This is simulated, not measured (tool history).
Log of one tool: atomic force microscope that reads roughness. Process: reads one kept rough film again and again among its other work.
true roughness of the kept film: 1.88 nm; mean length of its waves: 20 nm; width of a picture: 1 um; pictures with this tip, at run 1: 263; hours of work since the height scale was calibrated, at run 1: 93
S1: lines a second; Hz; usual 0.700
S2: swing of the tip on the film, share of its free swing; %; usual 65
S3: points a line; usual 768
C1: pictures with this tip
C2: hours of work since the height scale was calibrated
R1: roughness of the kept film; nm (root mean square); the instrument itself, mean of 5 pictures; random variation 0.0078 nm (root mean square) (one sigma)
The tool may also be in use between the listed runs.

run     day     S1  S2   S3   C1   C2     R1
  1   0.000  0.700  65  768  263   93  1.680
      0.262  -- new tip fitted
  2   0.504  0.700  65  768    6  100  1.670
  3   1.100  0.700  65  768   20  107  1.673
  4   1.471  0.700  65  768   29  112  1.667
  5   2.017  0.700  65  768   43  120  1.669
  6   2.429  0.700  73  768   53  125  1.657
  7   2.704  0.700  73  768   60  129  1.659
  8   2.996  1.688  65  768   67  133  1.622
  9   3.546  0.700  65  373   81  140  1.656
 10   4.100  0.700  65  373   94  147  1.643
 11   4.421  0.700  65  373  102  152  1.652
 12   4.696  0.700  69  768  109  155  1.666
 13   5.150  0.700  69  768  120  161  1.653
 14   5.658  0.700  69  768  133  168  1.673
 15   6.008  1.329  69  420  141  173  1.604
 16   6.342  1.329  69  420  149  177  1.605
 17   6.862  3.018  56  768  162  184  1.626
 18   7.133  0.701  85  840  169  188  1.596
 19   7.512  1.433  65  504  178  193  1.618
 20   7.771  1.433  65  504  185  196  1.620
 21   8.296  1.480  67  963  197  203  1.614
 22   8.583  1.733  67  370  205  207  1.583
 23   8.888  1.733  67  370  212  211  1.585
 24   9.433  0.700  65  862  225  218  1.667
 25   9.679  1.094  58  364  231  221  1.653
 26  10.067  2.924  88  864  241  227  1.283
 27  10.496  2.924  88  864  252  232  1.277

5 ways to go on from here, each from the tool as it stands after run 27. What would each give?
  A  10.896  3.498  81  768  261  238   ?
  B  10.896  0.503  81  681  261  238   ?
  C  10.896  1.255  75  768  261  238   ?
  D  10.896  1.326  69  768  261  238   ?
  E  10.896  0.700  59  761  261  238   ?

run     R1
  A  1.330
  B  1.624
  C  1.589
  D  1.624
  E  1.689
Without the tool's hidden state the same runs would have given:
run     R1
  A  1.334
  B  1.629
  C  1.594
  D  1.628
  E  1.693
